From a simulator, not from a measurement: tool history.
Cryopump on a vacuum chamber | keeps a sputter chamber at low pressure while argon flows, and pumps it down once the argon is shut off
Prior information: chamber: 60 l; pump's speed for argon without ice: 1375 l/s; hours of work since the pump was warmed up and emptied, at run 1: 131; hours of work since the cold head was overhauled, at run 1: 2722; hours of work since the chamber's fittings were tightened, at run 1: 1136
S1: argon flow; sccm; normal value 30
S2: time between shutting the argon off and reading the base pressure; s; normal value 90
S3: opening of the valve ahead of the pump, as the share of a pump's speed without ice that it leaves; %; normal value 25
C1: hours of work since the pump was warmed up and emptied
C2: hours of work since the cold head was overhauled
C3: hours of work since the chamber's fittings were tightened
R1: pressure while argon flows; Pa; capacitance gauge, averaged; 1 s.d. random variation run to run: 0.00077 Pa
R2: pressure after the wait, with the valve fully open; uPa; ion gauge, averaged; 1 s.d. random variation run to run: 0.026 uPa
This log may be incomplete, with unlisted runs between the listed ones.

run	hour	S1	S2	S3	C1	C2	C3	R1	R2
1	0	30	90	25	131	2722	1136	0.149	2.16
2	69.4	30	90	25	185	2776	1191	0.1501	2.15
3	122.6	30	212	25	227	2818	1232	0.1525	1.7
4	220.4	30	90	25	304	2895	1309	0.1526	2.33
5	315.1	30	90	25	378	2969	1384	0.1539	2.36
6	376.3	30	90	25	426	3017	1432	0.155	2.46
7	476.1	30	55	25	504	3095	1510	0.1555	3.16
8	580	30	55	25	586	3177	1592	0.1589	3.32
9	670.9	30	260	25	657	3248	1663	0.1588	2.25
10	771	30	260	25	736	3327	1742	0.16	2.39
# hour 836.4: pump warmed up, emptied and cooled again
11	883.8	30	260	25	37	3411	1826	0.1496	1.94
12	937	30	260	25	79	3453	1868	0.1511	2.02
13	1026.7	30	260	25	149	3524	1938	0.1525	2.13
14	1118.1	30	180	25	221	3595	2010	0.1519	2.34
15	1224.6	30	117	25	305	3679	2094	0.1542	2.84
16	1291.2	30	117	25	357	3731	2146	0.1553	2.76
17	1376.9	30	90	21	424	3799	2213	0.1848	3.14
18	1432.2	26	90	31	468	3842	2257	0.11	3.24
19	1523.1	26	90	31	539	3913	2328	0.111	3.37
20	1619.5	37	27	25	615	3989	2404	0.1962	5.62
21	1668.5	16	35	59	653	4027	2442	0.0385	4.96
22	1743.1	30	21	25	712	4086	2501	0.1609	6.57
23	1807.4	37	176	29	762	4136	2551	0.1748	3.34
# hour 1845.2: pump warmed up, emptied and cooled again
24	1857.8	38	85	20	10	4172	2587	0.235	3.18
25	1901.6	18	48	20	44	4206	2621	0.1125	3.88
26	1996.1	18	78	20	118	4281	2695	0.1129	3.49
27	2060.4	18	78	20	169	4331	2746	0.1143	3.53
28	2158.2	18	78	20	246	4408	2823	0.1152	3.63
29	2234.4	30	90	34	306	4468	2882	0.1157	3.69
# hour 2296.7: leaking fittings of the chamber tightened, without venting
30	2302.5	30	26	16	357	4520	5	0.2396	3.52
31	2404	24	90	30	437	4599	84	0.1051	1.25
32	2474.6	24	90	30	493	4655	140	0.1072	1.34
33	2547.7	28	22	20	550	4712	197	0.1829	4.27

What if the next run were any one of these 4? Each begins from the tool's condition after run 33:
A	2644.4	25	121	24	626	4788	273	?	?
B	2644.4	25	58	20	626	4788	273	?	?
C	2644.4	45	39	20	626	4788	273	?	?
D	2644.4	21	96	25	626	4788	273	?	?

run	R1	R2
A	0.1374	1.24
B	0.1649	2.01
C	0.2966	2.69
D	0.1121	1.42
With no hidden state in the tool, these same runs would have given:
run	R1	R2
A	0.1271	0.91
B	0.1545	1.67
C	0.2779	2.35
D	0.1034	1.09
